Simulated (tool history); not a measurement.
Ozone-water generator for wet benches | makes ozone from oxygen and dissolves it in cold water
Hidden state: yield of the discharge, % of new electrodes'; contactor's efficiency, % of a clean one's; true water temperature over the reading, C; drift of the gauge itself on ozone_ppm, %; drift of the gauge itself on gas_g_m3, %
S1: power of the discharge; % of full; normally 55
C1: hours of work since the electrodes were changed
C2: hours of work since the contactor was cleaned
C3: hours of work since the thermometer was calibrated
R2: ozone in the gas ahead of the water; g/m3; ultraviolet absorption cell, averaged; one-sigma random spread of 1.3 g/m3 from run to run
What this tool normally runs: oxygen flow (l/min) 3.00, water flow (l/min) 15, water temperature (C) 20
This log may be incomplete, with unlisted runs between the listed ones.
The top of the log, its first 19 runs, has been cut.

run 20 hour=534.8 | S1=55 oxygen_flow_(l/min)=3.87 water_flow_(l/min)=22 water_temperature_(C)=14 | C1=1090 C2=120 C3=2978 | dissolved_ozone_(ppm)=15.8 R2=193.1
run 21 hour=565.4 | S1=55 oxygen_flow_(l/min)=2.00 water_flow_(l/min)=15 water_temperature_(C)=20 | C1=1119 C2=148 C3=3006 | dissolved_ozone_(ppm)=20.8 R2=303.4
run 22 hour=594.8 | S1=55 oxygen_flow_(l/min)=2.00 water_flow_(l/min)=15 water_temperature_(C)=20 | C1=1146 C2=176 C3=3034 | dissolved_ozone_(ppm)=21.0 R2=305.0
run 23 hour=617.3 | S1=81 oxygen_flow_(l/min)=3.41 water_flow_(l/min)=19 water_temperature_(C)=16 | C1=1167 C2=197 C3=3055 | dissolved_ozone_(ppm)=21.4 R2=256.9
run 24 hour=652.6 | S1=86 oxygen_flow_(l/min)=3.90 water_flow_(l/min)=19 water_temperature_(C)=13 | C1=1200 C2=230 C3=3088 | dissolved_ozone_(ppm)=22.5 R2=240.9
run 25 hour=690.3 | S1=86 oxygen_flow_(l/min)=3.90 water_flow_(l/min)=19 water_temperature_(C)=13 | C1=1235 C2=265 C3=3123 | dissolved_ozone_(ppm)=23.0 R2=241.1
run 26 hour=713.4 | S1=79 oxygen_flow_(l/min)=3.00 water_flow_(l/min)=15 water_temperature_(C)=20 | C1=1257 C2=287 C3=3144 | dissolved_ozone_(ppm)=24.7 R2=272.5
run 27 hour=742.8 | S1=96 oxygen_flow_(l/min)=2.77 water_flow_(l/min)=15 water_temperature_(C)=20 | C1=1284 C2=314 C3=3172 | dissolved_ozone_(ppm)=27.5 R2=318.0
run 28 hour=772.6 | S1=54 oxygen_flow_(l/min)=3.00 water_flow_(l/min)=11 water_temperature_(C)=20 | C1=1312 C2=342 C3=3200 | dissolved_ozone_(ppm)=25.6 R2=228.7

Run 29 comes next. What will it give?
run 29 hour=792.4 | S1=55 oxygen_flow_(l/min)=3.00 water_flow_(l/min)=15 water_temperature_(C)=20 | C1=1331 C2=360 C3=3218 | dissolved_ozone_(ppm)=? R2=?

{"run 29": {"dissolved ozone (ppm)": 20.9, "R2": 229.0}}
With no hidden state in the tool, this same run would have given dissolved ozone (ppm) 21.3, R2 232.2 g/m3.
